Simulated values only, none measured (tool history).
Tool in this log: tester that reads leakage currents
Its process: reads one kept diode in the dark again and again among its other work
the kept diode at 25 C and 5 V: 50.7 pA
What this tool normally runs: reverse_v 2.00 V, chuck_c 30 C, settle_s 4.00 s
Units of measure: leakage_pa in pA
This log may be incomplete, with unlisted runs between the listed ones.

Run 1, hour 0.0: usual settings. Result: leakage_pa 62.19 pA.
Run 2, hour 40.4: usual settings. Result: leakage_pa 62.70 pA.
Run 3, hour 101.1: usual settings. Result: leakage_pa 63.07 pA.
Run 4, hour 136.2: usual settings but settle_s 2.21 s. Result: leakage_pa 63.12 pA.
Run 5, hour 164.6: usual settings but chuck_c 47 C. Result: leakage_pa 266.12 pA.
Run 6, hour 198.2: usual settings but chuck_c 47 C, settle_s 9.45 s. Result: leakage_pa 264.74 pA.
Run 7, hour 247.3: usual settings but chuck_c 47 C, settle_s 9.45 s. Result: leakage_pa 266.34 pA.
Run 8, hour 291.9: usual settings but chuck_c 47 C, settle_s 9.45 s. Result: leakage_pa 267.10 pA.
Run 9, hour 355.6: usual settings but chuck_c 47 C, settle_s 9.45 s. Result: leakage_pa 266.75 pA.
Run 10, hour 382.9: usual settings. Result: leakage_pa 64.05 pA.
Run 11, hour 432.4: usual settings. Result: leakage_pa 64.76 pA.
Run 12, hour 496.6: usual settings but settle_s 1.01 s. Result: leakage_pa 65.52 pA.
Run 13, hour 542.2: usual settings but settle_s 3.92 s. Result: leakage_pa 65.35 pA.
Run 14, hour 604.9: usual settings but reverse_v 11.41 V. Result: leakage_pa 125.70 pA.
At hour 610.9: probe card cleaned and baked.
Run 15, hour 641.3: usual settings. Result: leakage_pa 67.18 pA.
Run 16, hour 677.6: usual settings. Result: leakage_pa 67.17 pA.
Run 17, hour 738.1: usual settings. Result: leakage_pa 67.61 pA.
Run 18, hour 785.3: usual settings but settle_s 5.56 s. Result: leakage_pa 67.79 pA.
Run 19, hour 813.0: usual settings but settle_s 5.56 s. Result: leakage_pa 67.94 pA.
At hour 833.2: probe card cleaned and baked, once more.
Run 20, hour 851.3: usual settings but settle_s 5.56 s. Result: leakage_pa 63.96 pA.
Run 21, hour 879.5: usual settings. Result: leakage_pa 64.20 pA.
Run 22, hour 906.0: usual settings but reverse_v 7.06 V, chuck_c 28 C. Result: leakage_pa 82.23 pA.
Run 23, hour 959.8: usual settings but reverse_v 9.62 V, chuck_c 28 C, settle_s 1.25 s. Result: leakage_pa 93.27 pA.
Run 24, hour 1006.3: usual settings but reverse_v 9.62 V, chuck_c 28 C, settle_s 1.25 s. Result: leakage_pa 94.26 pA.
Run 25, hour 1033.9: usual settings but reverse_v 14.21 V, settle_s 0.65 s. Result: leakage_pa 131.02 pA.
Run 26, hour 1090.8: usual settings but reverse_v 8.86 V, chuck_c 21 C, settle_s 3.02 s. Result: leakage_pa 50.46 pA.
Run 27, hour 1118.1: usual settings but reverse_v 14.52 V, chuck_c 42 C, settle_s 8.97 s. Result: leakage_pa 352.27 pA.
Run 28, hour 1149.6: usual settings but reverse_v 3.59 V, chuck_c 38 C, settle_s 4.08 s. Result: leakage_pa 159.54 pA.
Run 29, hour 1200.4: usual settings but reverse_v 4.11 V, chuck_c 49 C, settle_s 3.35 s. Result: leakage_pa 406.01 pA.
Run 30, hour 1251.6: usual settings but reverse_v 2.59 V, settle_s 0.51 s. Result: leakage_pa 73.64 pA.
Run 31, hour 1303.2: usual settings but reverse_v 2.59 V, settle_s 0.30 s. Result: leakage_pa 74.12 pA.
Run 32, hour 1335.1: usual settings but reverse_v 1.17 V, settle_s 3.60 s. Result: leakage_pa 55.41 pA.
Run 33, hour 1396.2: usual settings but reverse_v 2.63 V, chuck_c 24 C, settle_s 2.59 s. Result: leakage_pa 43.78 pA.
Run 34, hour 1454.2: usual settings but reverse_v 2.63 V, chuck_c 24 C, settle_s 2.59 s. Result: leakage_pa 44.26 pA.
Run 35, hour 1497.6: usual settings but chuck_c 46 C, settle_s 2.46 s. Result: leakage_pa 255.72 pA.
At hour 1506.7: chuck's temperature calibrated.
Run 36, hour 1540.0: usual settings but reverse_v 2.23 V, chuck_c 32 C, settle_s 0.86 s. Result: leakage_pa 75.36 pA.
Run 37, hour 1594.7: usual settings but reverse_v 7.04 V, chuck_c 45 C, settle_s 2.33 s. Result: leakage_pa 327.88 pA.
Run 38, hour 1645.9: usual settings but reverse_v 8.45 V, chuck_c 43 C, settle_s 5.04 s. Result: leakage_pa 298.11 pA.
Run 39, hour 1672.3: usual settings but reverse_v 15.41 V, chuck_c 27 C, settle_s 5.04 s. Result: leakage_pa 110.26 pA.
Run 40, hour 1727.6: usual settings but reverse_v 1.18 V, chuck_c 23 C, settle_s 5.18 s. Result: leakage_pa 27.77 pA.
Run 41, hour 1784.6: usual settings but settle_s 1.44 s. Result: leakage_pa 62.13 pA.

Hidden state or all else? Some run-to-run changes of leakage_pa, split into what the settings, what came in and random variation would give without the hidden state, and what is left for the hidden state (with any gauge scatter that isn't in both results):
Hidden state present: stray current of the dirty probe card, pA a volt; current scale over the true one, %; true chuck temperature over the reading, C; drift of the gauge itself on leakage_pa, %.
Run 26 -> 27: reverse_v 8.86 -> 14.52, chuck_c 21 -> 42, settle_s 3.02 -> 8.97. leakage_pa +301.81 pA: hidden state +23.75, all else +278.06.
Run 29 -> 30: reverse_v 4.11 -> 2.59, chuck_c 49 -> 30, settle_s 3.35 -> 0.51. leakage_pa -332.37 pA: hidden state -22.73, all else -309.64.
Run 35 -> 36: reverse_v 2.00 -> 2.23, chuck_c 46 -> 32, settle_s 2.46 -> 0.86, chuck's temperature calibrated. leakage_pa -180.36 pA: hidden state -20.82, all else -159.54.
Run 36 -> 37: reverse_v 2.23 -> 7.04, chuck_c 32 -> 45, settle_s 0.86 -> 2.33. leakage_pa +252.52 pA: hidden state +1.48, all else +251.04.
